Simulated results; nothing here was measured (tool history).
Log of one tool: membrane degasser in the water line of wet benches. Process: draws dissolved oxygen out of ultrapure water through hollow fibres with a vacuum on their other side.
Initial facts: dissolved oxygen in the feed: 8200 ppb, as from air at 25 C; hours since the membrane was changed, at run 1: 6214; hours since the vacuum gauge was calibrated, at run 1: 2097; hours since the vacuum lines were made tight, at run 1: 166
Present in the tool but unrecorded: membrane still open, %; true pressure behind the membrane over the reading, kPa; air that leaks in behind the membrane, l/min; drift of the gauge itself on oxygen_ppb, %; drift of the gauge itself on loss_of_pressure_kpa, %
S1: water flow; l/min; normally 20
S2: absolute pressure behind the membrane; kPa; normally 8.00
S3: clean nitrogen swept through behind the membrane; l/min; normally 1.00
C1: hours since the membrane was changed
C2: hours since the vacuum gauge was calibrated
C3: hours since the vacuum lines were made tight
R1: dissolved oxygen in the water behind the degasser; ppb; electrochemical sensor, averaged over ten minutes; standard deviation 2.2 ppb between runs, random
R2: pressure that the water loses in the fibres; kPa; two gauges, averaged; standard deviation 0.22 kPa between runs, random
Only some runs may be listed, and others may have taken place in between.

{"run": 1, "hour": 0.0, "S1": 20, "S2": 8.0, "S3": 1.0, "C1": 6214, "C2": 2097, "C3": 166, "R1": 230.3, "R2": 55.92}
{"run": 2, "hour": 154.2, "S1": 20, "S2": 8.0, "S3": 1.0, "C1": 6368, "C2": 2251, "C3": 321, "R1": 234.3, "R2": 55.68}
{"run": 3, "hour": 317.5, "S1": 20, "S2": 8.0, "S3": 1.0, "C1": 6531, "C2": 2414, "C3": 484, "R1": 232.1, "R2": 55.99}
{"run": 4, "hour": 438.1, "S1": 20, "S2": 13.68, "S3": 1.0, "C1": 6652, "C2": 2535, "C3": 605, "R1": 470.0, "R2": 56.2}
{"run": 5, "hour": 595.2, "S1": 20, "S2": 8.0, "S3": 0.96, "C1": 6809, "C2": 2692, "C3": 762, "R1": 242.5, "R2": 56.02}
{"run": 6, "hour": 707.0, "S1": 20, "S2": 8.0, "S3": 0.96, "C1": 6921, "C2": 2804, "C3": 873, "R1": 241.0, "R2": 56.5}
{"run": 7, "hour": 847.1, "S1": 20, "S2": 8.0, "S3": 0.96, "C1": 7061, "C2": 2944, "C3": 1014, "R1": 240.4, "R2": 56.06}
{"run": 8, "hour": 925.7, "S1": 20, "S2": 8.0, "S3": 0.96, "C1": 7139, "C2": 3023, "C3": 1092, "R1": 243.2, "R2": 55.99}
{"run": 9, "hour": 1009.9, "S1": 20, "S2": 8.0, "S3": 0.96, "C1": 7224, "C2": 3107, "C3": 1176, "R1": 240.9, "R2": 56.31}
{"run": 10, "hour": 1114.2, "S1": 20, "S2": 10.24, "S3": 1.0, "C1": 7328, "C2": 3211, "C3": 1281, "R1": 335.6, "R2": 56.6}
{"hour": 1126.0, "done": "vacuum gauge calibrated"}
{"run": 11, "hour": 1242.7, "S1": 20, "S2": 10.24, "S3": 1.0, "C1": 7456, "C2": 117, "C3": 1409, "R1": 327.9, "R2": 57.22}
{"run": 12, "hour": 1311.9, "S1": 20, "S2": 8.06, "S3": 1.0, "C1": 7525, "C2": 186, "C3": 1478, "R1": 230.9, "R2": 56.6}
{"run": 13, "hour": 1439.6, "S1": 20, "S2": 10.72, "S3": 1.0, "C1": 7653, "C2": 314, "C3": 1606, "R1": 350.4, "R2": 56.75}
{"run": 14, "hour": 1552.5, "S1": 20, "S2": 10.72, "S3": 1.0, "C1": 7766, "C2": 426, "C3": 1718, "R1": 347.0, "R2": 56.57}
{"run": 15, "hour": 1635.3, "S1": 20, "S2": 10.72, "S3": 1.0, "C1": 7848, "C2": 509, "C3": 1801, "R1": 349.7, "R2": 57.1}
{"run": 16, "hour": 1749.3, "S1": 20, "S2": 10.72, "S3": 0.81, "C1": 7962, "C2": 623, "C3": 1915, "R1": 420.0, "R2": 56.21}
{"hour": 1873.7, "done": "vacuum gauge calibrated, once more"}
{"run": 17, "hour": 1880.4, "S1": 28, "S2": 5.03, "S3": 0.81, "C1": 8093, "C2": 7, "C3": 2046, "R1": 175.1, "R2": 79.36}
{"run": 18, "hour": 2004.9, "S1": 28, "S2": 5.03, "S3": 0.81, "C1": 8218, "C2": 131, "C3": 2170, "R1": 176.7, "R2": 80.26}
{"run": 19, "hour": 2076.3, "S1": 28, "S2": 5.03, "S3": 0.81, "C1": 8289, "C2": 203, "C3": 2242, "R1": 178.4, "R2": 79.57}
{"run": 20, "hour": 2184.3, "S1": 13, "S2": 5.03, "S3": 1.24, "C1": 8397, "C2": 311, "C3": 2350, "R1": 48.5, "R2": 37.2}
{"run": 21, "hour": 2274.6, "S1": 31, "S2": 18.17, "S3": 1.35, "C1": 8487, "C2": 401, "C3": 2440, "R1": 756.0, "R2": 88.21}
{"run": 22, "hour": 2388.9, "S1": 20, "S2": 5.45, "S3": 1.98, "C1": 8602, "C2": 515, "C3": 2554, "R1": 73.6, "R2": 56.92}
{"run": 23, "hour": 2456.3, "S1": 26, "S2": 8.0, "S3": 1.0, "C1": 8669, "C2": 583, "C3": 2622, "R1": 303.3, "R2": 74.29}
{"run": 24, "hour": 2585.2, "S1": 26, "S2": 8.0, "S3": 2.57, "C1": 8798, "C2": 712, "C3": 2751, "R1": 155.2, "R2": 74.05}
{"run": 25, "hour": 2727.5, "S1": 12, "S2": 6.08, "S3": 2.26, "C1": 8940, "C2": 854, "C3": 2893, "R1": 41.0, "R2": 34.52}
{"run": 26, "hour": 2815.1, "S1": 12, "S2": 11.55, "S3": 2.19, "C1": 9028, "C2": 941, "C3": 2981, "R1": 115.5, "R2": 34.53}
{"run": 27, "hour": 2962.1, "S1": 12, "S2": 11.55, "S3": 2.19, "C1": 9175, "C2": 1088, "C3": 3128, "R1": 115.5, "R2": 34.21}
{"run": 28, "hour": 3104.9, "S1": 25, "S2": 6.93, "S3": 2.19, "C1": 9317, "C2": 1231, "C3": 3270, "R1": 137.5, "R2": 72.06}
{"run": 29, "hour": 3203.4, "S1": 25, "S2": 6.93, "S3": 2.19, "C1": 9416, "C2": 1330, "C3": 3369, "R1": 138.7, "R2": 71.97}
{"run": 30, "hour": 3282.4, "S1": 25, "S2": 6.93, "S3": 2.19, "C1": 9495, "C2": 1409, "C3": 3448, "R1": 138.0, "R2": 72.14}
{"run": 31, "hour": 3432.3, "S1": 32, "S2": 6.16, "S3": 2.24, "C1": 9645, "C2": 1559, "C3": 3598, "R1": 172.5, "R2": 92.23}
{"run": 32, "hour": 3521.3, "S1": 19, "S2": 7.9, "S3": 1.23, "C1": 9734, "C2": 1648, "C3": 3687, "R1": 182.3, "R2": 54.76}

Each row is a separate what-if for the run after 32, all from the same tool condition, not one after another. Results?
{"run": "A", "hour": 3633.8, "S1": 18, "S2": 6.03, "S3": 0.81, "C1": 9846, "C2": 1760, "C3": 3799, "R1": "?", "R2": "?"}
{"run": "B", "hour": 3633.8, "S1": 16, "S2": 17.62, "S3": 2.74, "C1": 9846, "C2": 1760, "C3": 3799, "R1": "?", "R2": "?"}
{"run": "C", "hour": 3633.8, "S1": 17, "S2": 7.9, "S3": 1.02, "C1": 9846, "C2": 1760, "C3": 3799, "R1": "?", "R2": "?"}
{"run": "D", "hour": 3633.8, "S1": 28, "S2": 15.67, "S3": 1.06, "C1": 9846, "C2": 1760, "C3": 3799, "R1": "?", "R2": "?"}

run=A R1=153.1 R2=52.14
run=B R1=213.6 R2=46.70
run=C R1=190.3 R2=49.17
run=D R1=699.7 R2=80.73
With the hidden condition removed and each run's random variation left untouched, the same runs would have given:
run=A R1=142.4 R2=47.86
run=B R1=206.2 R2=42.89
run=C R1=181.0 R2=45.12
run=D R1=677.3 R2=74.10
